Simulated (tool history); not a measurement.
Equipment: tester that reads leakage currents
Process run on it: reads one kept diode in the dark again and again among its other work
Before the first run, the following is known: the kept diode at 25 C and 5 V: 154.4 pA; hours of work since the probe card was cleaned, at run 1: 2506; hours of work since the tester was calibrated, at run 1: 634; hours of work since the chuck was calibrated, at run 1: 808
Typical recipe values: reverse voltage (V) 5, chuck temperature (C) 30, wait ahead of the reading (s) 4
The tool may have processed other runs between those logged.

| run | day | reverse voltage (V) | chuck temperature (C) | wait ahead of the reading (s) | hours of work since the probe card was cleaned | hours of work since the tester was calibrated | hours of work since the chuck was calibrated | current that the tester gives (pA) |
|---|---|---|---|---|---|---|---|---|
| 1 | 0 | 5 | 30 | 4 | 2506 | 634 | 808 | 257.57 |
| 2 | 1.067 | 5 | 30 | 4 | 2520 | 648 | 822 | 258.97 |
| 3 | 2.304 | 5 | 30 | 4 | 2535 | 663 | 838 | 260.32 |
| 4 | 3.483 | 5 | 30 | 4 | 2550 | 678 | 853 | 259.97 |
| 5 | 4.817 | 5 | 30 | 4 | 2567 | 695 | 870 | 259.68 |
| 6 | 6.175 | 5 | 30 | 4 | 2585 | 712 | 887 | 260.4 |
| 7 | 7.575 | 5 | 30 | 1.59 | 2602 | 730 | 905 | 260.84 |
| 8 | 8.862 | 5.43 | 30 | 1.59 | 2619 | 746 | 921 | 271.27 |
| 9 | 9.775 | 5.43 | 30 | 1.59 | 2630 | 758 | 932 | 273.83 |
| 10 | 11.046 | 5.43 | 30 | 1.59 | 2646 | 774 | 949 | 272.57 |
| 11 | 12.317 | 5 | 30 | 7.44 | 2662 | 790 | 965 | 262.31 |
| 12 | 13.55 | 5 | 30 | 7.44 | 2678 | 806 | 980 | 261.91 |
|  | 13.75 | tester calibrated |
| 13 | 14.867 | 5 | 48 | 4 | 2694 | 14 | 996 | 1025.78 |
| 14 | 16.054 | 5 | 48 | 4 | 2709 | 29 | 1011 | 1018.71 |
| 15 | 16.988 | 5 | 23 | 4 | 2721 | 41 | 1023 | 151.69 |
| 16 | 17.875 | 5 | 23 | 4 | 2732 | 52 | 1034 | 151.07 |
|  | 18.379 | tester calibrated, once more |
| 17 | 18.571 | 5 | 30 | 4 | 2740 | 2 | 1042 | 263.92 |
| 18 | 19.633 | 5.98 | 30 | 4 | 2753 | 16 | 1055 | 288.27 |
| 19 | 20.679 | 6.29 | 47 | 1.2 | 2766 | 29 | 1069 | 1065.68 |
| 20 | 21.292 | 6.29 | 47 | 1.2 | 2774 | 37 | 1076 | 1068.05 |
| 21 | 22.438 | 5 | 26 | 1.67 | 2789 | 51 | 1091 | 193.8 |
| 22 | 23.075 | 1.93 | 55 | 1.52 | 2797 | 60 | 1099 | 1075.68 |
| 23 | 23.917 | 1.93 | 57 | 0.49 | 2808 | 70 | 1110 | 1235.15 |
| 24 | 25.038 | 1.72 | 52 | 3.49 | 2822 | 84 | 1124 | 827.62 |
| 25 | 25.862 | 1.26 | 54 | 3.49 | 2832 | 95 | 1134 | 820.96 |
| 26 | 26.821 | 1.15 | 40 | 0.67 | 2844 | 107 | 1147 | 285.11 |
| 27 | 27.579 | 5 | 30 | 2.59 | 2854 | 117 | 1156 | 264.86 |

Predict the results of run 28:
| 28 | 28.204 | 1.38 | 55 | 7.46 | 2862 | 125 | 1164 | ? |

current that the tester gives (pA): 923.31
With no hidden state in the tool, this same run would have given current that the tester gives (pA) 861.03.
